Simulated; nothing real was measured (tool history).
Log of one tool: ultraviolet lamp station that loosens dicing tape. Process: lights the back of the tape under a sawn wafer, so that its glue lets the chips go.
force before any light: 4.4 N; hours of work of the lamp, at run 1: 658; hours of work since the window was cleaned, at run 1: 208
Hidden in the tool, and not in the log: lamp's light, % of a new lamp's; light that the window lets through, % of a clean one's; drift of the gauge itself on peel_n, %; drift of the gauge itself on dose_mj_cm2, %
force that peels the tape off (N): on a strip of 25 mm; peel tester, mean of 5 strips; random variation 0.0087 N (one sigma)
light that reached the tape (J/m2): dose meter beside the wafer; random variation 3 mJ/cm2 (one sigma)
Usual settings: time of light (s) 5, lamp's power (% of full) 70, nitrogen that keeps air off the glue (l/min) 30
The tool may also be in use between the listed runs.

run,hour,time of light (s),lamp's power (% of full),nitrogen that keeps air off the glue (l/min),hours of work of the lamp,hours of work since the window was cleaned,force that peels the tape off (N),light that reached the tape (J/m2)
1,0.0,5,70,30,658,208,0.528,3510
2,43.1,5,70,30,676,227,0.531,3470
3,65.8,5,70,30,686,236,0.519,3410
4,96.7,5,70,30,699,249,0.548,3380
5,133.2,5,70,30,714,265,0.559,3400
6,160.2,5,70,30,726,276,0.543,3370
7,199.7,3,70,30,743,293,1.211,2010
8,233.1,3,70,30,757,307,1.181,2050
9,261.5,3,70,30,769,319,1.194,1960
10,303.9,3,99,22,787,337,0.852,2760
11,336.8,4,100,11,800,351,0.842,3680
# hour 339.6: window cleaned of glue's vapour
12,364.1,5,93,34,812,10,0.355,4240
13,407.6,3,80,10,830,29,1.666,2150
14,459.6,10,70,15,852,51,0.305,6140
15,498.2,5,100,48,868,67,0.299,4400
# hour 501.8: window cleaned of glue's vapour, once more
16,535.3,5,100,48,884,14,0.247,4840
17,582.3,5,69,28,904,34,0.573,3380

Measured less the same run without the tool's hidden state. The same run-to-run variation is in both; the gauge's scatter may not be:
run,force that peels the tape off (N),light that reached the tape (J/m2)
1,+0.163,-890
2,+0.174,-910
3,+0.170,-930
4,+0.186,-940
5,+0.194,-980
6,+0.191,-990
7,+0.369,-610
8,+0.366,-630
9,+0.376,-640
10,+0.312,-930
11,+0.316,-1290
12,+0.133,-1640
13,+0.508,-860
14,+0.100,-2580
15,+0.096,-1890
16,+0.053,-1360
17,+0.201,-970

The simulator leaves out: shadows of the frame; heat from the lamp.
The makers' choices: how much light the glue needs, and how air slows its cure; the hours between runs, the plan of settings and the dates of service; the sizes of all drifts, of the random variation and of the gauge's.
